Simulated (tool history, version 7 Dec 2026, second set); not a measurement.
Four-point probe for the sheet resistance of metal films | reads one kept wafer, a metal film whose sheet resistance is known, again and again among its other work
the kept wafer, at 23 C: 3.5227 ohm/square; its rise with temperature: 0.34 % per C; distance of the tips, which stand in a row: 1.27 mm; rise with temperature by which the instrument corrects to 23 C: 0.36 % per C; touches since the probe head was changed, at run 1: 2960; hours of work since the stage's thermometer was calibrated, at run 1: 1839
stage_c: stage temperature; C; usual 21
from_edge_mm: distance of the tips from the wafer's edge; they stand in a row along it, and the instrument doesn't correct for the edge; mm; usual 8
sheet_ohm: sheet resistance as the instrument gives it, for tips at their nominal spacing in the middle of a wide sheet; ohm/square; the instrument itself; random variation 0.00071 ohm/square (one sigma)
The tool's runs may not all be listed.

| run | hour | stage_c | from_edge_mm | touches since the probe head was changed | hours of work since the stage's thermometer was calibrated | sheet_ohm |
|---|---|---|---|---|---|---|
| 1 | 0 | 21 | 8 | 2960 | 1839 | 3.584108 |
| 2 | 14.6 | 21 | 8 | 3158 | 1846 | 3.583058 |
| 3 | 29.8 | 21 | 8 | 3366 | 1854 | 3.583243 |
| 4 | 46.1 | 27 | 8 | 3589 | 1862 | 3.579046 |
| 5 | 55.2 | 27 | 8 | 3712 | 1867 | 3.577217 |
| 6 | 68.8 | 21 | 8 | 3897 | 1874 | 3.583808 |
| 7 | 85.2 | 21 | 8 | 4121 | 1882 | 3.584404 |
| 8 | 101.5 | 21 | 8 | 4342 | 1890 | 3.582547 |
| 9 | 112.4 | 21 | 12 | 4490 | 1895 | 3.557675 |
| 10 | 122.3 | 19 | 8 | 4626 | 1900 | 3.587339 |
| 11 | 130 | 19 | 8 | 4731 | 1904 | 3.585429 |
| 12 | 144.7 | 19 | 8 | 4931 | 1912 | 3.584593 |
| 13 | 162.2 | 19 | 6 | 5169 | 1920 | 3.621101 |
| 14 | 174.7 | 21 | 8 | 5339 | 1927 | 3.584093 |
| 15 | 187.1 | 21 | 8 | 5509 | 1933 | 3.583243 |
| 16 | 202.2 | 21 | 8 | 5713 | 1940 | 3.583226 |
| 17 | 213.3 | 21 | 8 | 5865 | 1946 | 3.584562 |
| 18 | 225.3 | 33 | 13 | 6028 | 1952 | 3.54426 |
| 19 | 241 | 21 | 5 | 6241 | 1960 | 3.65492 |
| 20 | 253.2 | 21 | 5 | 6408 | 1966 | 3.654956 |
| 21 | 269.2 | 21 | 5 | 6626 | 1974 | 3.654698 |
| 22 | 279.6 | 26 | 17 | 6768 | 1979 | 3.542715 |
| 23 | 293.4 | 26 | 17 | 6955 | 1986 | 3.541793 |
| 24 | 310.2 | 29 | 4 | 7184 | 1994 | 3.70963 |
| 25 | 324.4 | 29 | 4 | 7377 | 2002 | 3.710271 |
| 26 | 338.7 | 31 | 9 | 7572 | 2009 | 3.565245 |
| 27 | 353.9 | 28 | 8 | 7780 | 2016 | 3.577021 |
| 28 | 362.2 | 20 | 8 | 7892 | 2021 | 3.585753 |
| 29 | 375.4 | 20 | 8 | 8073 | 2027 | 3.585311 |
| 30 | 392.2 | 34 | 21 | 8301 | 2036 | 3.532079 |
| 31 | 408.6 | 34 | 21 | 8525 | 2044 | 3.532102 |

Some steps in sheet_ohm between neighbouring runs. How much of each would the tool show without its hidden state too (settings, what came in, random variation), and how much is left for the hidden state, with any gauge scatter that isn't in both results?
The hidden state here: inner tips' distance over the nominal, %; tips' flats over new ones', %; wafer's true temperature over the reading, C; drift of the gauge itself on sheet_ohm, %.
Run 21 -> 22: stage_c 21 -> 26, from_edge_mm 5 -> 17. sheet_ohm -0.111983 ohm/square: hidden state -0.000234, all else -0.111749.
Run 23 -> 24: stage_c 26 -> 29, from_edge_mm 17 -> 4. sheet_ohm +0.167837 ohm/square: hidden state +0.000568, all else +0.167269.
Run 25 -> 26: stage_c 29 -> 31, from_edge_mm 4 -> 9. sheet_ohm -0.145026 ohm/square: hidden state -0.000372, all else -0.144654.

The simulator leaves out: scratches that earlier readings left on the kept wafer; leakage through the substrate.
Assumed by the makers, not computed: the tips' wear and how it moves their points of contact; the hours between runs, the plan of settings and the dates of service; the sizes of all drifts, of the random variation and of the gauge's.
